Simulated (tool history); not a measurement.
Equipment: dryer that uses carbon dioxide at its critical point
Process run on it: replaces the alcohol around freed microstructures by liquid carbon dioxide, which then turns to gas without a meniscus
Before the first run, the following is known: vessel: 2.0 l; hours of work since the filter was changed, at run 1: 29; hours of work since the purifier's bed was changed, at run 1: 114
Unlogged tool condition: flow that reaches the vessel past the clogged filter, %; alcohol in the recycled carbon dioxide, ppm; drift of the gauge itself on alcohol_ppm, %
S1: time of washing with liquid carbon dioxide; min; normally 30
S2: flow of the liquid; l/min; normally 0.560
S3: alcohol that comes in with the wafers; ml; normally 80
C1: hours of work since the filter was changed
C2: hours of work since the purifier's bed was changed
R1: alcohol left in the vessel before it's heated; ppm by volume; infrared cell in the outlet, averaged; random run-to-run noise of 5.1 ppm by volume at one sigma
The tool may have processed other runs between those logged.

run,hour,S1,S2,S3,C1,C2,R1
1,0.0,30,0.560,80,29,114,113
2,17.6,30,0.560,80,34,120,125
3,30.3,30,0.560,63,38,123,98
4,41.1,30,0.560,69,42,127,106
5,50.2,30,0.560,69,44,129,117
6,62.5,30,0.560,80,48,133,118
7,74.8,30,0.866,80,52,137,39
8,90.8,30,0.866,80,57,142,42
9,108.9,30,0.560,80,62,147,122
10,123.9,30,0.560,80,67,152,124
11,142.6,30,0.560,71,72,157,117
12,157.2,30,0.627,107,77,162,105
13,173.9,43,0.949,107,82,167,46
14,182.4,43,0.949,107,85,170,42
15,195.7,28,0.481,36,89,174,191
16,213.8,28,0.481,36,94,179,194
17,232.3,28,0.481,36,100,185,203
18,242.6,40,0.709,82,103,188,61
19,250.2,40,0.709,82,105,190,51
20,265.6,40,0.709,82,110,195,53
21,282.3,24,0.560,54,115,200,273

Alternative continuations, all from the tool just after run 21; predict every row:
A,291.4,27,0.615,76,118,203,?
B,291.4,29,0.713,113,118,203,?
C,291.4,23,0.449,80,118,203,?
D,291.4,23,0.338,30,118,203,?
E,291.4,42,0.576,39,118,203,?

run,R1
A,157
B,82
C,1119
D,1057
E,66
What these runs would have given with no unlogged condition in the tool:
run,R1
A,80
B,22
C,880
D,871
E,14

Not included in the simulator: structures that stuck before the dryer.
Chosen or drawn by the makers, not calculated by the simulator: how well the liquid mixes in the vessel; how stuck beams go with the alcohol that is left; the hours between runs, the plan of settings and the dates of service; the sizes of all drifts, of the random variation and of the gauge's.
